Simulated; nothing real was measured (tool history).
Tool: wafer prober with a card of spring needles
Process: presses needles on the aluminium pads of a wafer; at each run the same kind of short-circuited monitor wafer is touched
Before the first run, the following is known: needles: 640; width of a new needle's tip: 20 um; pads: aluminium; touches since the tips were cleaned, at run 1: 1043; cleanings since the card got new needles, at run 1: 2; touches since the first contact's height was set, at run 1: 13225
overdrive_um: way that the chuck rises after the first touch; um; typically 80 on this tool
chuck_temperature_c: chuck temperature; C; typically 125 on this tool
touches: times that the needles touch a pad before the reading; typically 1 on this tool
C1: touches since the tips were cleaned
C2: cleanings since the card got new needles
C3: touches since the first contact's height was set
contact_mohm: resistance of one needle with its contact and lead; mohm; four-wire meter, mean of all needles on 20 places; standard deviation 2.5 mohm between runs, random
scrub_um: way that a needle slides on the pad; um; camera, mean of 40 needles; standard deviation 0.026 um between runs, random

{"run": 1, "day": 0.0, "overdrive_um": 80, "chuck_temperature_c": 125, "touches": 1, "C1": 1043, "C2": 2, "C3": 13225, "contact_mohm": 278, "scrub_um": 11.08}
{"run": 2, "day": 0.388, "overdrive_um": 82, "chuck_temperature_c": 125, "touches": 1, "C1": 3244, "C2": 2, "C3": 15426, "contact_mohm": 283, "scrub_um": 11.34}
{"day": 0.688, "done": "tips cleaned on abrasive film"}
{"run": 3, "day": 0.742, "overdrive_um": 88, "chuck_temperature_c": 125, "touches": 1, "C1": 322, "C2": 3, "C3": 17427, "contact_mohm": 281, "scrub_um": 12.18}
{"run": 4, "day": 1.146, "overdrive_um": 80, "chuck_temperature_c": 125, "touches": 1, "C1": 2620, "C2": 3, "C3": 19725, "contact_mohm": 284, "scrub_um": 11.0}
{"day": 1.579, "done": "tips cleaned on abrasive film"}
{"run": 5, "day": 1.754, "overdrive_um": 80, "chuck_temperature_c": 87, "touches": 1, "C1": 997, "C2": 4, "C3": 23168, "contact_mohm": 271, "scrub_um": 11.06}
{"run": 6, "day": 2.271, "overdrive_um": 80, "chuck_temperature_c": 87, "touches": 1, "C1": 3941, "C2": 4, "C3": 26112, "contact_mohm": 273, "scrub_um": 11.11}
{"day": 2.496, "done": "tips cleaned on abrasive film"}
{"run": 7, "day": 2.696, "overdrive_um": 80, "chuck_temperature_c": 125, "touches": 2, "C1": 1143, "C2": 5, "C3": 28498, "contact_mohm": 284, "scrub_um": 11.11}
{"run": 8, "day": 3.329, "overdrive_um": 80, "chuck_temperature_c": 125, "touches": 2, "C1": 4748, "C2": 5, "C3": 32103, "contact_mohm": 283, "scrub_um": 11.08}
{"day": 3.379, "done": "tips cleaned on abrasive film"}
{"run": 9, "day": 3.917, "overdrive_um": 80, "chuck_temperature_c": 125, "touches": 2, "C1": 3060, "C2": 6, "C3": 35417, "contact_mohm": 287, "scrub_um": 11.12}
{"day": 4.258, "done": "tips cleaned on abrasive film"}
{"run": 10, "day": 4.292, "overdrive_um": 80, "chuck_temperature_c": 58, "touches": 1, "C1": 179, "C2": 7, "C3": 37532, "contact_mohm": 257, "scrub_um": 11.1}
{"run": 11, "day": 4.788, "overdrive_um": 80, "chuck_temperature_c": 58, "touches": 1, "C1": 2996, "C2": 7, "C3": 40349, "contact_mohm": 266, "scrub_um": 11.12}
{"day": 5.146, "done": "tips cleaned on abrasive film"}
{"run": 12, "day": 5.162, "overdrive_um": 80, "chuck_temperature_c": 125, "touches": 1, "C1": 103, "C2": 8, "C3": 42468, "contact_mohm": 288, "scrub_um": 11.13}
{"run": 13, "day": 5.729, "overdrive_um": 65, "chuck_temperature_c": 125, "touches": 1, "C1": 3331, "C2": 8, "C3": 45696, "contact_mohm": 294, "scrub_um": 9.0}
{"day": 6.029, "done": "tips cleaned on abrasive film"}
{"run": 14, "day": 6.304, "overdrive_um": 80, "chuck_temperature_c": 125, "touches": 2, "C1": 1560, "C2": 9, "C3": 48936, "contact_mohm": 281, "scrub_um": 11.11}
{"run": 15, "day": 6.817, "overdrive_um": 80, "chuck_temperature_c": 125, "touches": 1, "C1": 4486, "C2": 9, "C3": 51862, "contact_mohm": 289, "scrub_um": 11.15}
{"day": 6.908, "done": "tips cleaned on abrasive film"}
{"run": 16, "day": 7.204, "overdrive_um": 80, "chuck_temperature_c": 125, "touches": 1, "C1": 1672, "C2": 10, "C3": 54027, "contact_mohm": 283, "scrub_um": 11.13}
{"run": 17, "day": 7.5, "overdrive_um": 80, "chuck_temperature_c": 125, "touches": 1, "C1": 3360, "C2": 10, "C3": 55715, "contact_mohm": 284, "scrub_um": 11.15}
{"day": 7.808, "done": "tips cleaned on abrasive film"}
{"run": 18, "day": 7.962, "overdrive_um": 80, "chuck_temperature_c": 125, "touches": 1, "C1": 885, "C2": 11, "C3": 58330, "contact_mohm": 282, "scrub_um": 11.17}
{"run": 19, "day": 8.508, "overdrive_um": 69, "chuck_temperature_c": 66, "touches": 2, "C1": 3987, "C2": 11, "C3": 61432, "contact_mohm": 271, "scrub_um": 9.64}
{"day": 8.688, "done": "tips cleaned on abrasive film"}
{"run": 20, "day": 8.883, "overdrive_um": 62, "chuck_temperature_c": 35, "touches": 3, "C1": 1117, "C2": 12, "C3": 63546, "contact_mohm": 264, "scrub_um": 8.64}
{"run": 21, "day": 9.379, "overdrive_um": 62, "chuck_temperature_c": 40, "touches": 2, "C1": 3950, "C2": 12, "C3": 66379, "contact_mohm": 271, "scrub_um": 8.67}
{"day": 9.567, "done": "tips cleaned on abrasive film"}
{"run": 22, "day": 9.675, "overdrive_um": 80, "chuck_temperature_c": 118, "touches": 1, "C1": 622, "C2": 13, "C3": 68029, "contact_mohm": 284, "scrub_um": 11.17}
{"run": 23, "day": 10.033, "overdrive_um": 80, "chuck_temperature_c": 90, "touches": 1, "C1": 2667, "C2": 13, "C3": 70074, "contact_mohm": 275, "scrub_um": 11.21}
{"run": 24, "day": 10.308, "overdrive_um": 80, "chuck_temperature_c": 125, "touches": 2, "C1": 4238, "C2": 13, "C3": 71645, "contact_mohm": 282, "scrub_um": 11.23}
{"day": 10.454, "done": "tips cleaned on abrasive film"}
{"run": 25, "day": 10.579, "overdrive_um": 80, "chuck_temperature_c": 125, "touches": 2, "C1": 711, "C2": 14, "C3": 73147, "contact_mohm": 281, "scrub_um": 11.2}
{"run": 26, "day": 11.042, "overdrive_um": 80, "chuck_temperature_c": 125, "touches": 2, "C1": 3346, "C2": 14, "C3": 75782, "contact_mohm": 282, "scrub_um": 11.23}
{"run": 27, "day": 11.308, "overdrive_um": 80, "chuck_temperature_c": 125, "touches": 2, "C1": 4867, "C2": 14, "C3": 77303, "contact_mohm": 286, "scrub_um": 11.2}
{"day": 11.367, "done": "tips cleaned on abrasive film"}
{"run": 28, "day": 11.838, "overdrive_um": 80, "chuck_temperature_c": 125, "touches": 2, "C1": 2680, "C2": 15, "C3": 80288, "contact_mohm": 287, "scrub_um": 11.25}
{"run": 29, "day": 12.192, "overdrive_um": 77, "chuck_temperature_c": 29, "touches": 1, "C1": 4701, "C2": 15, "C3": 82309, "contact_mohm": 256, "scrub_um": 10.84}
{"day": 12.242, "done": "tips cleaned on abrasive film"}
{"run": 30, "day": 12.779, "overdrive_um": 72, "chuck_temperature_c": 29, "touches": 3, "C1": 3047, "C2": 16, "C3": 85618, "contact_mohm": 254, "scrub_um": 10.11}
{"day": 13.142, "done": "tips cleaned on abrasive film"}
{"run": 31, "day": 13.225, "overdrive_um": 84, "chuck_temperature_c": 27, "touches": 1, "C1": 470, "C2": 17, "C3": 88142, "contact_mohm": 247, "scrub_um": 11.75}
{"run": 32, "day": 13.692, "overdrive_um": 77, "chuck_temperature_c": 28, "touches": 2, "C1": 3134, "C2": 17, "C3": 90806, "contact_mohm": 256, "scrub_um": 10.84}
{"day": 14.046, "done": "tips cleaned on abrasive film"}
{"run": 33, "day": 14.254, "overdrive_um": 77, "chuck_temperature_c": 28, "touches": 2, "C1": 1190, "C2": 18, "C3": 93970, "contact_mohm": 258, "scrub_um": 10.81}
{"run": 34, "day": 14.575, "overdrive_um": 69, "chuck_temperature_c": 40, "touches": 1, "C1": 3018, "C2": 18, "C3": 95798, "contact_mohm": 262, "scrub_um": 9.75}
{"day": 14.917, "done": "tips cleaned on abrasive film"}
{"run": 35, "day": 14.992, "overdrive_um": 64, "chuck_temperature_c": 77, "touches": 2, "C1": 423, "C2": 19, "C3": 98154, "contact_mohm": 278, "scrub_um": 8.96}

Here are 3 independent what-if runs from the current tool condition. What would each one return?
{"run": "A", "day": 15.312, "overdrive_um": 64, "chuck_temperature_c": 37, "touches": 2, "C1": 2236, "C2": 19, "C3": 99967, "contact_mohm": "?", "scrub_um": "?"}
{"run": "B", "day": 15.312, "overdrive_um": 64, "chuck_temperature_c": 31, "touches": 2, "C1": 2236, "C2": 19, "C3": 99967, "contact_mohm": "?", "scrub_um": "?"}
{"run": "C", "day": 15.312, "overdrive_um": 60, "chuck_temperature_c": 125, "touches": 3, "C1": 2236, "C2": 19, "C3": 99967, "contact_mohm": "?", "scrub_um": "?"}

run=A contact_mohm=264 scrub_um=9.02
run=B contact_mohm=263 scrub_um=8.99
run=C contact_mohm=298 scrub_um=8.46
Without the tool's unlogged condition, the same runs would have read:
run=A contact_mohm=264 scrub_um=8.82
run=B contact_mohm=262 scrub_um=8.80
run=C contact_mohm=297 scrub_um=8.27
